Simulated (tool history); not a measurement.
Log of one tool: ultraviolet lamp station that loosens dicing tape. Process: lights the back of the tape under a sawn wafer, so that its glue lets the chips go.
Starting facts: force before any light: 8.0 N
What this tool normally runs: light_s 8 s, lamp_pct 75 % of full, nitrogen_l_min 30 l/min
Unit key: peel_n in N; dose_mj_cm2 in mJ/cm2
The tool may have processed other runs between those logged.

run 1 hour=0 | light_s=8 lamp_pct=75 nitrogen_l_min=30 | peel_n=0.209 dose_mj_cm2=474
run 2 hour=13 | light_s=8 lamp_pct=94 nitrogen_l_min=30 | peel_n=0.111 dose_mj_cm2=596
run 3 hour=30.1 | light_s=8 lamp_pct=75 nitrogen_l_min=30 | peel_n=0.219 dose_mj_cm2=475
run 4 hour=40.1 | light_s=8 lamp_pct=75 nitrogen_l_min=30 | peel_n=0.219 dose_mj_cm2=469
run 5 hour=51.6 | light_s=8 lamp_pct=75 nitrogen_l_min=30 | peel_n=0.213 dose_mj_cm2=471
run 6 hour=59.8 | light_s=6 lamp_pct=75 nitrogen_l_min=30 | peel_n=0.499 dose_mj_cm2=351
run 7 hour=67.4 | light_s=6 lamp_pct=75 nitrogen_l_min=30 | peel_n=0.497 dose_mj_cm2=352
run 8 hour=74.6 | light_s=8 lamp_pct=75 nitrogen_l_min=34 | peel_n=0.2 dose_mj_cm2=466
run 9 hour=88 | light_s=8 lamp_pct=75 nitrogen_l_min=34 | peel_n=0.194 dose_mj_cm2=468
run 10 hour=102.5 | light_s=8 lamp_pct=75 nitrogen_l_min=30 | peel_n=0.234 dose_mj_cm2=465
run 11 hour=109.8 | light_s=8 lamp_pct=75 nitrogen_l_min=30 | peel_n=0.217 dose_mj_cm2=461
run 12 hour=117.2 | light_s=8 lamp_pct=75 nitrogen_l_min=30 | peel_n=0.227 dose_mj_cm2=474
run 13 hour=126 | light_s=8 lamp_pct=75 nitrogen_l_min=30 | peel_n=0.231 dose_mj_cm2=463
run 14 hour=140.8 | light_s=8 lamp_pct=75 nitrogen_l_min=30 | peel_n=0.226 dose_mj_cm2=461
run 15 hour=150 | light_s=8 lamp_pct=75 nitrogen_l_min=30 | peel_n=0.228 dose_mj_cm2=470
run 16 hour=162.8 | light_s=8 lamp_pct=75 nitrogen_l_min=29 | peel_n=0.258 dose_mj_cm2=459
run 17 hour=171.6 | light_s=8 lamp_pct=75 nitrogen_l_min=29 | peel_n=0.239 dose_mj_cm2=458
run 18 hour=182.8 | light_s=7 lamp_pct=75 nitrogen_l_min=30 | peel_n=0.356 dose_mj_cm2=404
run 19 hour=197.1 | light_s=7 lamp_pct=75 nitrogen_l_min=30 | peel_n=0.382 dose_mj_cm2=401
run 20 hour=209.3 | light_s=4 lamp_pct=84 nitrogen_l_min=28 | peel_n=1.072 dose_mj_cm2=250
run 21 hour=223.5 | light_s=4 lamp_pct=84 nitrogen_l_min=28 | peel_n=1.039 dose_mj_cm2=254
run 22 hour=230.7 | light_s=5 lamp_pct=75 nitrogen_l_min=46 | peel_n=0.572 dose_mj_cm2=282
run 23 hour=247.2 | light_s=5 lamp_pct=95 nitrogen_l_min=36 | peel_n=0.39 dose_mj_cm2=360
run 24 hour=259 | light_s=5 lamp_pct=95 nitrogen_l_min=36 | peel_n=0.405 dose_mj_cm2=358
run 25 hour=275.4 | light_s=7 lamp_pct=95 nitrogen_l_min=9 | peel_n=0.701 dose_mj_cm2=502
run 26 hour=285 | light_s=7 lamp_pct=95 nitrogen_l_min=9 | peel_n=0.675 dose_mj_cm2=495
run 27 hour=293.5 | light_s=8 lamp_pct=72 nitrogen_l_min=20 | peel_n=0.422 dose_mj_cm2=429

Alternative continuations, all from the tool just after run 27; predict every row:
run A hour=307.2 | light_s=8 lamp_pct=72 nitrogen_l_min=15 | peel_n=? dose_mj_cm2=?
run B hour=307.2 | light_s=7 lamp_pct=79 nitrogen_l_min=30 | peel_n=? dose_mj_cm2=?
run C hour=307.2 | light_s=10 lamp_pct=75 nitrogen_l_min=20 | peel_n=? dose_mj_cm2=?
run D hour=307.2 | light_s=8 lamp_pct=67 nitrogen_l_min=50 | peel_n=? dose_mj_cm2=?
run E hour=307.2 | light_s=12 lamp_pct=88 nitrogen_l_min=30 | peel_n=? dose_mj_cm2=?

run=A peel_n=0.578 dose_mj_cm2=425
run=B peel_n=0.326 dose_mj_cm2=419
run=C peel_n=0.206 dose_mj_cm2=558
run=D peel_n=0.215 dose_mj_cm2=405
run=E peel_n=0.07 dose_mj_cm2=783
Without the tool's unlogged condition, the same runs would have read:
run=A peel_n=0.438 dose_mj_cm2=475
run=B peel_n=0.235 dose_mj_cm2=467
run=C peel_n=0.15 dose_mj_cm2=623
run=D peel_n=0.158 dose_mj_cm2=452
run=E peel_n=0.063 dose_mj_cm2=874
